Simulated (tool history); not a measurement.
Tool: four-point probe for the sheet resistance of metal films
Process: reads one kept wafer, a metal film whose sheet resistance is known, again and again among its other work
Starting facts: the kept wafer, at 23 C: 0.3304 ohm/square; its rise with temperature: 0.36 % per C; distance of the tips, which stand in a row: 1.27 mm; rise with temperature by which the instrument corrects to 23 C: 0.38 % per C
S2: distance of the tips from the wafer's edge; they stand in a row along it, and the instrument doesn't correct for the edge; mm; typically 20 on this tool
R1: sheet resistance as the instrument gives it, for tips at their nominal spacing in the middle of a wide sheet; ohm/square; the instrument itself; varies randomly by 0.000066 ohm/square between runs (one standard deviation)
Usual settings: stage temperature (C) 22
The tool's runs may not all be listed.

Run 1, hour 0.0: usual settings. Result: R1 0.332900 ohm/square.
Run 2, hour 26.4: usual settings but S2 8 mm. Result: R1 0.336742 ohm/square.
Run 3, hour 56.4: usual settings but S2 8 mm. Result: R1 0.336770 ohm/square.
Run 4, hour 81.7: usual settings. Result: R1 0.332954 ohm/square.
Run 5, hour 114.7: usual settings. Result: R1 0.332971 ohm/square.
Run 6, hour 138.0: usual settings. Result: R1 0.333136 ohm/square.
Run 7, hour 151.6: usual settings. Result: R1 0.333168 ohm/square.
Run 8, hour 176.9: usual settings. Result: R1 0.333142 ohm/square.
Run 9, hour 206.8: usual settings. Result: R1 0.333311 ohm/square.
Run 10, hour 233.3: usual settings but stage temperature (C) 32, S2 42 mm. Result: R1 0.331964 ohm/square.
Run 11, hour 263.0: usual settings but stage temperature (C) 23, S2 15 mm. Result: R1 0.333704 ohm/square.
Run 12, hour 292.2: usual settings but stage temperature (C) 23, S2 15 mm. Result: R1 0.333692 ohm/square.
Run 13, hour 312.7: usual settings but stage temperature (C) 19, S2 25 mm. Result: R1 0.333195 ohm/square.

What will run 14 give?
At hour 314.9: stage's thermometer calibrated.
Run 14, hour 339.6: usual settings but stage temperature (C) 19, S2 25 mm. Result: R1 ?.

For run 14 the tool returned R1 0.333252 ohm/square.
Had the tool carried no hidden state, the very same run would have given R1 0.331264 ohm/square.
